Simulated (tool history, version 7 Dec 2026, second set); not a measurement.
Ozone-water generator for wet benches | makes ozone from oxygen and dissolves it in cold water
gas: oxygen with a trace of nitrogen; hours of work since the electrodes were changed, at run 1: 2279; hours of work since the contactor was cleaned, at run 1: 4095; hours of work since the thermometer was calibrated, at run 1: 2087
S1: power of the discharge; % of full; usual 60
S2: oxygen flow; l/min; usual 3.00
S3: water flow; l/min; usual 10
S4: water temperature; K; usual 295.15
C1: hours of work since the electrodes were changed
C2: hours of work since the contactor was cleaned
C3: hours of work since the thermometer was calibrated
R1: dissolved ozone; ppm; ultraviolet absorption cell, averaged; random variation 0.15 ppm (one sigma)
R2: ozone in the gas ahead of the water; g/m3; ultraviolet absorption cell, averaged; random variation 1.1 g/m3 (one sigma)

Run 1, hour 0.0: usual settings; C1 2279; C2 4095; C3 2087. Result: R1 17.7 ppm, R2 173.6 g/m3.
Run 2, hour 57.9: usual settings; C1 2330; C2 4146; C3 2138. Result: R1 17.6 ppm, R2 172.2 g/m3.
Run 3, hour 100.2: usual settings; C1 2367; C2 4183; C3 2175. Result: R1 17.5 ppm, R2 174.6 g/m3.
At hour 132.8: contactor cleaned.
Run 4, hour 143.6: usual settings; C1 2402; C2 9; C3 2210. Result: R1 17.0 ppm, R2 174.6 g/m3.
Run 5, hour 217.2: usual settings; C1 2467; C2 74; C3 2275. Result: R1 16.9 ppm, R2 173.5 g/m3.
Run 6, hour 297.2: usual settings; C1 2537; C2 144; C3 2345. Result: R1 16.9 ppm, R2 172.4 g/m3.
Run 7, hour 381.1: usual settings; C1 2611; C2 218; C3 2419. Result: R1 17.1 ppm, R2 174.9 g/m3.
Run 8, hour 438.1: usual settings; C1 2661; C2 268; C3 2469. Result: R1 16.8 ppm, R2 172.7 g/m3.
At hour 450.5: contactor cleaned, once more.
Run 9, hour 484.4: usual settings but S3 8 l/min; C1 2698; C2 30; C3 2506. Result: R1 21.2 ppm, R2 172.7 g/m3.
Run 10, hour 552.0: usual settings but S3 8 l/min; C1 2757; C2 89; C3 2566. Result: R1 21.3 ppm, R2 173.3 g/m3.
At hour 611.1: water thermometer calibrated.
Run 11, hour 632.9: usual settings but S3 9 l/min; C1 2828; C2 160; C3 19. Result: R1 19.6 ppm, R2 171.0 g/m3.
Run 12, hour 688.1: usual settings but S3 9 l/min; C1 2877; C2 208; C3 68. Result: R1 19.8 ppm, R2 170.9 g/m3.
Run 13, hour 751.6: usual settings but S3 9 l/min; C1 2932; C2 264; C3 123. Result: R1 19.3 ppm, R2 171.6 g/m3.
Run 14, hour 811.5: usual settings but S3 9 l/min; C1 2985; C2 317; C3 176. Result: R1 19.5 ppm, R2 170.9 g/m3.
Run 15, hour 869.7: usual settings; C1 3036; C2 368; C3 227. Result: R1 18.0 ppm, R2 169.3 g/m3.
Run 16, hour 953.2: usual settings; C1 3110; C2 441; C3 301. Result: R1 17.9 ppm, R2 171.6 g/m3.
Run 17, hour 991.9: usual settings; C1 3144; C2 475; C3 335. Result: R1 17.8 ppm, R2 169.3 g/m3.
Run 18, hour 1045.7: usual settings but S2 1.96 l/min, S4 292.15 K; C1 3191; C2 523; C3 382. Result: R1 18.0 ppm, R2 207.6 g/m3.
Run 19, hour 1085.1: usual settings but S1 54 % of full, S3 16 l/min, S4 293.15 K; C1 3226; C2 557; C3 417. Result: R1 11.1 ppm, R2 155.5 g/m3.
Run 20, hour 1133.6: usual settings but S1 54 % of full, S3 16 l/min, S4 293.15 K; C1 3268; C2 600; C3 459. Result: R1 10.9 ppm, R2 154.8 g/m3.
Run 21, hour 1193.5: usual settings but S1 54 % of full, S3 16 l/min, S4 293.15 K; C1 3321; C2 653; C3 512. Result: R1 10.7 ppm, R2 154.6 g/m3.
Run 22, hour 1240.9: usual settings but S1 55 % of full, S3 7 l/min; C1 3362; C2 694; C3 554. Result: R1 21.3 ppm, R2 157.5 g/m3.
Run 23, hour 1288.3: usual settings but S1 55 % of full, S3 7 l/min; C1 3404; C2 736; C3 595. Result: R1 20.8 ppm, R2 155.0 g/m3.
Run 24, hour 1369.8: usual settings but S1 51 % of full, S3 9 l/min; C1 3476; C2 808; C3 667. Result: R1 16.5 ppm, R2 147.8 g/m3.
Run 25, hour 1437.7: usual settings but S1 87 % of full, S2 1.80 l/min, S3 15 l/min, S4 298.15 K; C1 3536; C2 867; C3 727. Result: R1 14.4 ppm, R2 286.7 g/m3.
Run 26, hour 1497.6: usual settings but S1 79 % of full, S2 2.92 l/min, S3 7 l/min, S4 302.15 K; C1 3588; C2 920; C3 779. Result: R1 24.5 ppm, R2 213.7 g/m3.
Run 27, hour 1579.7: usual settings but S1 52 % of full, S2 3.14 l/min, S3 9 l/min, S4 292.15 K; C1 3660; C2 992; C3 851. Result: R1 17.7 ppm, R2 146.2 g/m3.
Run 28, hour 1627.7: usual settings but S1 45 % of full, S4 300.15 K; C1 3702; C2 1034; C3 894. Result: R1 12.6 ppm, R2 131.2 g/m3.
Run 29, hour 1707.1: usual settings but S1 45 % of full, S4 300.15 K; C1 3772; C2 1104; C3 963. Result: R1 12.8 ppm, R2 132.8 g/m3.
Run 30, hour 1783.6: usual settings but S1 45 % of full, S4 300.15 K; C1 3839; C2 1171; C3 1030. Result: R1 12.7 ppm, R2 131.7 g/m3.
Run 31, hour 1853.8: usual settings but S1 45 % of full, S4 300.15 K; C1 3901; C2 1233; C3 1092. Result: R1 12.6 ppm, R2 131.9 g/m3.
Run 32, hour 1902.3: usual settings but S2 1.51 l/min, S3 9 l/min; C1 3944; C2 1276; C3 1135. Result: R1 17.8 ppm, R2 227.4 g/m3.
Run 33, hour 1951.1: usual settings but S4 290.15 K; C1 3987; C2 1318; C3 1178. Result: R1 18.4 ppm, R2 166.4 g/m3.

Some steps in R1 between neighbouring runs. How much of each would the tool show without its hidden state too (settings, what came in, random variation), and how much is left for the hidden state, with any gauge scatter that isn't in both results?
The hidden state here: yield of the discharge, % of new electrodes'; contactor's efficiency, % of a clean one's; true water temperature over the reading, C; drift of the gauge itself on ozone_ppm, %; drift of the gauge itself on gas_g_m3, %.
Run 18 -> 19: S1 60 -> 54, S2 1.96 -> 3.00, S3 10 -> 16, S4 292.15 -> 293.15. R1 -6.9 ppm: hidden state +0.8, all else -7.7.
Run 21 -> 22: S1 54 -> 55, S3 16 -> 7, S4 293.15 -> 295.15. R1 +10.6 ppm: hidden state -1.1, all else +11.7.
Run 25 -> 26: S1 87 -> 79, S2 1.80 -> 2.92, S3 15 -> 7, S4 298.15 -> 302.15. R1 +10.1 ppm: hidden state -1.4, all else +11.5.
Run 26 -> 27: S1 79 -> 52, S2 2.92 -> 3.14, S3 7 -> 9, S4 302.15 -> 292.15. R1 -6.8 ppm: hidden state +2.0, all else -8.8.
Run 31 -> 32: S1 45 -> 60, S2 3.00 -> 1.51, S3 10 -> 9, S4 300.15 -> 295.15. R1 +5.2 ppm: hidden state -1.2, all else +6.4.
